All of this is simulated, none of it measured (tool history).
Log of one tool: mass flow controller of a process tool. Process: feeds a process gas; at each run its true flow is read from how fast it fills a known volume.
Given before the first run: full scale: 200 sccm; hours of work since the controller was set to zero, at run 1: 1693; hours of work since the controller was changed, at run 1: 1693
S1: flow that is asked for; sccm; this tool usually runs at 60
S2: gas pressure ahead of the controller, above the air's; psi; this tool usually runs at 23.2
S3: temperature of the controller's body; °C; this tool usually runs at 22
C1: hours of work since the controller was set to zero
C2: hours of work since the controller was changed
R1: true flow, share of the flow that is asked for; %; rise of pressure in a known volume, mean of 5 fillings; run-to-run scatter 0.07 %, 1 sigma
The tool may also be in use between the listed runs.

run     day   S1    S2  S3    C1    C2     R1
  1   0.000   60  23.2  22  1693  1693  99.05
  2   9.471   60  23.2  38  1803  1803  98.04
  3  20.092   60  23.2  38  1926  1926  98.00
  4  29.658   60  23.2  38  2037  2037  97.85
  5  39.358   60  23.2  38  2149  2149  97.88
  6  49.567   60  23.2  38  2268  2268  98.03
  7  57.067   60  23.2  38  2355  2355  98.07
  8  61.692   60  26.5  23  2408  2408  98.78
  9  69.050  154  26.5  40  2494  2494  98.71
 10  79.588  160  25.8  33  2616  2616  99.21
 11  84.117   60  31.6  22  2668  2668  98.69

Each row is a separate what-if for the run after 11, all from the same tool condition, not one after another. Results?
  A  93.304  94  22.3  34  2775  2775   ?
  B  93.304  76  24.4  29  2775  2775   ?
  C  93.304  60  20.9  34  2775  2775   ?

run     R1
  A  98.62
  B  98.81
  C  98.30
Without the tool's hidden state the same runs would have given:
run     R1
  A  98.62
  B  98.82
  C  98.31
